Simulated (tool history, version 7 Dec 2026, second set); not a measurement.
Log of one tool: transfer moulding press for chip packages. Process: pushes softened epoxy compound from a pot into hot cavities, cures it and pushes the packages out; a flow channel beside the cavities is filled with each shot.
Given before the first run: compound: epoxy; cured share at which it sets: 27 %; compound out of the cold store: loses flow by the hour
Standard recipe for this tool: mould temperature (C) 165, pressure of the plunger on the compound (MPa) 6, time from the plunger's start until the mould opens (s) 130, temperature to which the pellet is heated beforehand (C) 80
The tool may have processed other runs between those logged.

run     day  mould temperature (C)  pressure of the plunger on the compound (MPa)  time from the plunger's start until the mould opens (s)  temperature to which the pellet is heated beforehand (C)  incoming compound's hours out of the cold store  length that the compound runs in the flow channel (mm)  greatest force on the pins that push the packages out (N)
  1       0                    165                                              6                                                      130                                                        80                                             17.2                                                     677                                                        556
  2   1.029                    165                                              6                                                      130                                                        80                                             37.8                                                     587                                                        578
      1.529  -- cavities cleaned with cleaning compound and waxed
  3   1.692                    165                                              6                                                      130                                                        82                                               11                                                     687                                                        707
      2.433  -- plunger's sealing rings changed
  4   2.767                    165                                              6                                                      130                                                        82                                             29.3                                                     670                                                        637
  5   3.729                    165                                              6                                                      155                                                        80                                             14.8                                                     738                                                        515
  6   4.471                    165                                              6                                                      165                                                        80                                             28.5                                                     662                                                        494
  7    4.95                    165                                              6                                                      165                                                        80                                             38.2                                                     617                                                        504
      5.529  -- cavities cleaned with cleaning compound and waxed
  8   5.942                    165                                           7.16                                                      130                                                        80                                             28.1                                                     728                                                        449
      6.088  -- cavities cleaned with cleaning compound and waxed, once more
  9   6.467                    172                                              6                                                      130                                                        80                                              8.3                                                     741                                                        349
 10     7.1                    172                                              6                                                      130                                                        80                                             34.7                                                     613                                                        369
 11   7.762                    172                                              6                                                      130                                                        80                                              9.6                                                     724                                                        406
 12   8.462                    172                                              6                                                      130                                                        80                                             42.3                                                     584                                                        418
 13   9.217                    172                                              6                                                      130                                                        80                                              8.1                                                     735                                                        463
       9.95  -- cavities cleaned with cleaning compound and waxed
 14  10.025                    172                                              6                                                      130                                                        80                                             39.2                                                     592                                                        315
 15  10.942                    172                                              6                                                      130                                                        80                                             39.7                                                     581                                                        358
 16  11.917                    172                                              6                                                      130                                                        80                                             41.5                                                     570                                                        405
 17  12.583                    164                                              6                                                      129                                                        80                                             14.8                                                     699                                                        657
 18  13.312                    164                                              6                                                      129                                                        80                                             26.8                                                     658                                                        650
     13.812  -- cavities cleaned with cleaning compound and waxed
 19  13.862                    168                                              6                                                      143                                                        80                                               45                                                     556                                                        337
 20  14.492                    161                                              6                                                      143                                                        80                                             16.8                                                     719                                                        543
 21  15.204                    165                                              6                                                      113                                                        84                                             15.8                                                     696                                                        723
 22    15.7                    165                                              6                                                      113                                                        84                                             18.4                                                     690                                                        764
 23  16.396                    171                                           5.92                                                      125                                                        89                                             38.1                                                     578                                                        448
 24  16.921                    171                                           5.92                                                      125                                                        89                                             21.2                                                     649                                                        466
     17.675  -- cavities cleaned with cleaning compound and waxed
 25  17.938                    159                                              6                                                      130                                                        80                                             30.4                                                     641                                                        664
 26  18.588                    165                                           5.21                                                      146                                                        80                                             14.1                                                     646                                                        413
 27  19.529                    165                                           6.64                                                      121                                                        80                                             20.6                                                     689                                                        643
 28  20.579                    165                                           6.64                                                      121                                                        80                                             39.1                                                     599                                                        639

The logged runs with the hidden state left out (each run's random variation unchanged):
What the log doesn't record here: true mould temperature over the reading, C; pressure that reaches the compound, % of what is set; grip of the stained cavities, % over clean ones'; drift of the gauge itself on flow_mm, %; drift of the gauge itself on push_out_n, %.
run  length that the compound runs in the flow channel (mm)  greatest force on the pins that push the packages out (N)
  1                                                     736                                                        389
  2                                                     642                                                        381
  3                                                     753                                                        423
  4                                                     672                                                        376
  5                                                     742                                                        305
  6                                                     667                                                        295
  7                                                     623                                                        300
  8                                                     738                                                        396
  9                                                     753                                                        306
 10                                                     626                                                        295
 11                                                     740                                                        301
 12                                                     599                                                        294
 13                                                     757                                                        311
 14                                                     612                                                        295
 15                                                     602                                                        291
 16                                                     594                                                        297
 17                                                     731                                                        440
 18                                                     690                                                        419
 19                                                     584                                                        317
 20                                                     757                                                        442
 21                                                     735                                                        533
 22                                                     731                                                        536
 23                                                     614                                                        310
 24                                                     690                                                        310
 25                                                     685                                                        584
 26                                                     692                                                        336
 27                                                     742                                                        456
 28                                                     650                                                        419
